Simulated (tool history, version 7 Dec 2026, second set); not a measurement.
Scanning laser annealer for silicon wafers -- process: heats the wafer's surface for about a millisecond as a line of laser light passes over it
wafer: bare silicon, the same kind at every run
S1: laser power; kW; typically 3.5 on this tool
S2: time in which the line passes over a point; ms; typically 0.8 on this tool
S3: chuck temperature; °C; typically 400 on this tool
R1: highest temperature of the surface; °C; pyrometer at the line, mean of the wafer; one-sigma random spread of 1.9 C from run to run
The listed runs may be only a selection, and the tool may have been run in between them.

run,hour,S1,S2,S3,R1
1,0,3.5,0.8,400,1085
2,48.5,3.5,0.8,400,1079
# hour 62.3: optics aligned, line set to its width
3,100.4,3.5,0.8,400,1086
4,135.4,3.5,0.8,400,1084
# hour 141.4: window over the wafer cleaned
5,158,3.5,0.8,400,1076
6,180.3,3.5,0.8,400,1076
7,217.2,3.5,0.8,400,1070
8,267.5,3.5,0.8,400,1071
9,296.8,3.479,0.8,400,1064
# hour 342: window over the wafer cleaned, once more
10,345.1,3.479,0.8,400,1124
11,386.1,3.595,0.8,400,1151
12,418.6,3.723,0.8,400,1187
13,442,3.631,0.8,400,1157
14,485.9,3.5,0.8,400,1118
15,506.5,3.5,0.8,400,1118
16,547.2,3.5,0.8,405,1118
17,593.5,3.5,0.8,432,1146
18,617.8,3.5,0.8,432,1139
19,646,3.5,0.8,432,1141
20,684.8,3.5,0.8,400,1106
21,709.2,3.447,0.799,400,1089
22,742.4,3.104,0.8,416,1012
23,793.2,3.104,0.8,416,1007
24,841.3,3.104,0.984,427,1086
25,874.9,3.5,0.8,393,1086
26,915,3.5,0.585,384,964
27,962.1,3.5,0.585,384,960
28,1004.7,3.5,0.978,400,1164
29,1053.7,3.5,0.978,400,1156
# hour 1069.6: window over the wafer cleaned
30,1100,3.793,0.703,400,1155
31,1135.9,3.793,0.703,400,1153
32,1173.6,3.793,0.648,361,1082
33,1207.8,3.793,0.648,361,1074
34,1246.8,3.767,0.955,410,1284
35,1276.5,3.071,0.8,400,1002
36,1320.6,3.071,0.8,400,997
37,1360,3.071,0.72,400,963
38,1397.2,3.28,0.706,426,1031
39,1435.5,3.643,0.851,394,1163
40,1474.3,3.5,0.573,404,988

Run by run, hidden condition taken away, random variation retained:
What the log doesn't record here: light that passes the window, % of a clean one's; laser's true power over the reading, %; width of the line over the set one, %; drift of the gauge itself on peak_c, C.
run,R1
1,1132
2,1130
3,1129
4,1129
5,1129
6,1131
7,1127
8,1131
9,1126
10,1123
11,1153
12,1192
13,1164
14,1128
15,1130
16,1132
17,1163
18,1158
19,1163
20,1131
21,1115
22,1037
23,1035
24,1120
25,1125
26,999
27,999
28,1219
29,1214
30,1155
31,1156
32,1088
33,1082
34,1297
35,1013
36,1012
37,978
38,1051
39,1191
40,1011
